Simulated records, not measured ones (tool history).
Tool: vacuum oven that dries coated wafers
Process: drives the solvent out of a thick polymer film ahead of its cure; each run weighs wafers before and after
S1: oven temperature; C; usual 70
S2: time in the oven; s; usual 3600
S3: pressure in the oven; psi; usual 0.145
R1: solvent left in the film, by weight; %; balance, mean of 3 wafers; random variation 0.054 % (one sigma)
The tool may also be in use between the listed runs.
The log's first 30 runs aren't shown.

Run 31, hour 1656.8: usual settings but S1 74 C, S2 2280 s, S3 0.119 psi. Result: R1 4.54 %.
Run 32, hour 1721.1: usual settings but S1 74 C, S2 2280 s, S3 0.206 psi. Result: R1 4.70 %.
Run 33, hour 1753.9: usual settings but S2 3240 s, S3 0.094 psi. Result: R1 3.92 %.
Run 34, hour 1815.3: usual settings but S1 62 C, S2 4500 s. Result: R1 4.77 %.
Run 35, hour 1846.9: usual settings but S1 78 C, S2 4500 s. Result: R1 1.93 %.
Run 36, hour 1907.2: usual settings but S3 0.234 psi. Result: R1 4.38 %.
Run 37, hour 1965.5: usual settings but S1 76 C, S2 2040 s, S3 0.421 psi. Result: R1 5.61 %.
Run 38, hour 2025.9: usual settings but S1 77 C, S2 2580 s. Result: R1 3.80 %.
Run 39, hour 2086.5: usual settings but S2 1920 s, S3 0.144 psi. Result: R1 5.88 %.
Run 40, hour 2127.1: usual settings but S2 2220 s, S3 0.090 psi. Result: R1 5.25 %.
Run 41, hour 2158.9: usual settings but S1 71 C, S3 0.144 psi. Result: R1 3.83 %.
Run 42, hour 2202.9: usual settings but S1 71 C, S3 0.144 psi. Result: R1 3.79 %.
Run 43, hour 2261.2: usual settings but S1 55 C, S2 2760 s, S3 0.499 psi. Result: R1 9.73 %.
Run 44, hour 2315.7: usual settings but S2 2160 s, S3 0.348 psi. Result: R1 6.53 %.

The next listed run, before its measurement:
Run 45, hour 2364.4: usual settings but S2 2160 s, S3 0.348 psi. Result: R1 ?.

{"run 45": {"R1": 6.45}}
Without the tool's hidden state the same run would have given R1 5.99 %.
